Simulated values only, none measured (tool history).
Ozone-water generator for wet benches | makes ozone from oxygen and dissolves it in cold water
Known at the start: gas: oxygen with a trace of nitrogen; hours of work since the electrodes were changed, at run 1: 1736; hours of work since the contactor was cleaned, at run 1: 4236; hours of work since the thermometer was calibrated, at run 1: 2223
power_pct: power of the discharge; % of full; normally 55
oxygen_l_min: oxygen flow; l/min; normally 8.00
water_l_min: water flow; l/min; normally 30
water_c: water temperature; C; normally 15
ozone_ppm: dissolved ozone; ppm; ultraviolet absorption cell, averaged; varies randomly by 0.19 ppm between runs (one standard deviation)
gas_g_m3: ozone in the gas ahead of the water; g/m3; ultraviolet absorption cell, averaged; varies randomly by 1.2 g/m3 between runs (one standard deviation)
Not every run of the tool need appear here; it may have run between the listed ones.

run    hour  power_pct  oxygen_l_min  water_l_min  water_c  hours of work since the electrodes were changed  hours of work since the contactor was cleaned  hours of work since the thermometer was calibrated  ozone_ppm  gas_g_m3
  1     0.0         55          8.00           30       15                                             1736                                           4236                                                2223       27.2     219.7
  2    66.5         41          8.00           30       15                                             1797                                           4297                                                2284       23.4     187.5
  3   132.8         41          8.00           30       15                                             1857                                           4358                                                2344       23.4     187.8
  4   177.5         41          8.00           30       15                                             1898                                           4399                                                2385       23.7     187.4
  5   262.6         91          8.00           30       15                                             1976                                           4477                                                2463       35.5     283.6
  6   330.1         55          8.00           30       13                                             2038                                           4539                                                2525       28.0     217.1
  7   413.2         55          8.00           30       13                                             2114                                           4615                                                2601       28.2     218.7
  8   504.3         55          8.00           30       13                                             2198                                           4698                                                2685       27.8     217.2
  9   565.5         55          8.00           30       13                                             2254                                           4754                                                2741       28.3     217.6
 10   646.4         55          8.00           30       15                                             2328                                           4829                                                2815       26.9     217.7
 11   738.1         55          8.00           30       15                                             2412                                           4913                                                2899       27.0     216.3
 12   833.3         55          8.00           30       15                                             2499                                           5000                                                2986       27.3     218.2
 13   891.9         55          8.00           30       15                                             2553                                           5054                                                3040       27.2     213.6
 14   952.7         55          8.00           30       15                                             2609                                           5109                                                3096       27.1     217.7
 15  1013.2         55          8.00           30       15                                             2664                                           5165                                                3151       27.1     215.9
 16  1101.0         55          8.00           30       15                                             2745                                           5245                                                3232       27.2     216.8
     1153.7  -- water thermometer calibrated
 17  1153.8         55          8.00           36       15                                             2793                                           5293                                                   0       23.5     214.7
 18  1210.5         55          4.98           20       15                                             2845                                           5345                                                  52       36.3     275.3
 19  1306.4         55         11.79           21       20                                             2933                                           5433                                                 140       30.8     178.3
 20  1363.4         79         11.79           25       20                                             2985                                           5485                                                 192       34.1     212.9
 21  1410.8         43         13.56           30       17                                             3028                                           5529                                                 236       23.0     143.5
 22  1472.2         55          8.00           30       16                                             3085                                           5585                                                 292       26.7     215.9
 23  1557.5         43          6.52           35       16                                             3163                                           5663                                                 370       20.4     211.8
 24  1635.9         44          9.73           47        8                                             3235                                           5735                                                 442       18.3     173.4
 25  1722.4         89         10.82           27       15                                             3314                                           5814                                                 521       38.0     233.1
 26  1770.7         59          8.00           30       15                                             3358                                           5859                                                 566       28.5     221.0
 27  1848.1         59          8.00           30       15                                             3429                                           5930                                                 636       28.3     223.5
 28  1922.2         59          8.00           30       15                                             3497                                           5998                                                 704       28.3     222.6
 29  1978.8         59          8.00           30       15                                             3549                                           6049                                                 756       28.5     220.4
 30  2022.7         58          5.33           22       15                                             3589                                           6090                                                 796       34.6     270.6
 31  2102.5         58          5.33           22       15                                             3662                                           6163                                                 870       34.6     269.6
 32  2175.9         42          8.43           22       23                                             3730                                           6230                                                 937       25.5     179.4

Forecast run 33:
 33  2272.1         46         12.80           29       16                                             3818                                           6318                                                1025          ?         ?

Logged for run 33: ozone_ppm 24.7 ppm, gas_g_m3 152.9 g/m3.
Take away the tool's hidden state, keep the run-to-run variation as it was, and the same run would have given ozone_ppm 24.8 ppm, gas_g_m3 156.8 g/m3.
